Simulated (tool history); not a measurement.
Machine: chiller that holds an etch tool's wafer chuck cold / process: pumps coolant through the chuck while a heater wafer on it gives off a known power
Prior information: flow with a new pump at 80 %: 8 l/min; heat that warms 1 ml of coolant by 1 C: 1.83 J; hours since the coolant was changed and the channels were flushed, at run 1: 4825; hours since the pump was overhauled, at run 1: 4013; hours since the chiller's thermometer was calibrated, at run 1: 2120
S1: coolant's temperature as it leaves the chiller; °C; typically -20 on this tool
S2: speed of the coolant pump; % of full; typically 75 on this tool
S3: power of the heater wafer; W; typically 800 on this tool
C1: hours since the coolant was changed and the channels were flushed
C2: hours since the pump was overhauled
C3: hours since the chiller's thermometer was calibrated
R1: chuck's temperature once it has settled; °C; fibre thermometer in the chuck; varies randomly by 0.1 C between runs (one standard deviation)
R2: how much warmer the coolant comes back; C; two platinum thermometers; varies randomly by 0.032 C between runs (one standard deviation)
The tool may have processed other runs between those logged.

run	hour	S1	S2	S3	C1	C2	C3	R1	R2
1	0	-20	75	800	4825	4013	2120	-12.8	3.66
2	109	-20	75	800	4934	4122	2229	-12.8	3.64
3	182.7	-23	75	800	5008	4196	2303	-15.7	3.72
4	290.1	-23	75	800	5115	4303	2410	-15.7	3.73
5	385.6	-23	75	800	5211	4399	2506	-15.8	3.67
6	490.7	-20	70	800	5316	4504	2611	-12.4	3.95
7	581	-19	75	800	5406	4594	2701	-11.8	3.69
8	667.6	-20	75	669	5493	4681	2788	-14	3.08
9	736.3	-20	75	669	5561	4749	2856	-13.9	3.08
10	818.2	-20	75	620	5643	4831	2938	-14.4	2.86
11	924	-20	75	620	5749	4937	3044	-14.4	2.89
12	999.4	-20	75	800	5825	5012	3119	-12.8	3.74
13	1059.5	-20	75	800	5885	5073	3180	-12.5	3.72
14	1154.1	-20	75	800	5979	5167	3274	-12.9	3.76
15	1244.8	-20	75	800	6070	5258	3365	-12.6	3.7
16	1342.2	-13	75	800	6167	5355	3462	-5.9	3.81
17	1438.3	-15	67	441	6263	5451	3558	-10.6	2.29
18	1516.7	-15	67	441	6342	5530	3637	-10.6	2.25
19	1577.1	-20	73	417	6402	5590	3697	-16.3	1.98
20	1640.5	-23	75	644	6466	5653	3761	-17.2	2.98
21	1712.5	-25	75	913	6538	5726	3833	-16.5	4.29
22	1769.9	-25	75	913	6595	5783	3890	-16.6	4.32
23	1889.4	-20	74	743	6715	5902	4010	-13	3.49
24	1986.4	-16	75	991	6812	5999	4106	-6.8	4.61

Run 25, settings as shown, results not yet in. Your forecast:
25	2055.5	-27	93	800	6881	6069	4176	?	?

Logged for run 25: R1 -20.6 °C, R2 2.99 C.
With no hidden state in the tool, this same run would have given R1 -21.2 °C, R2 2.79 C.
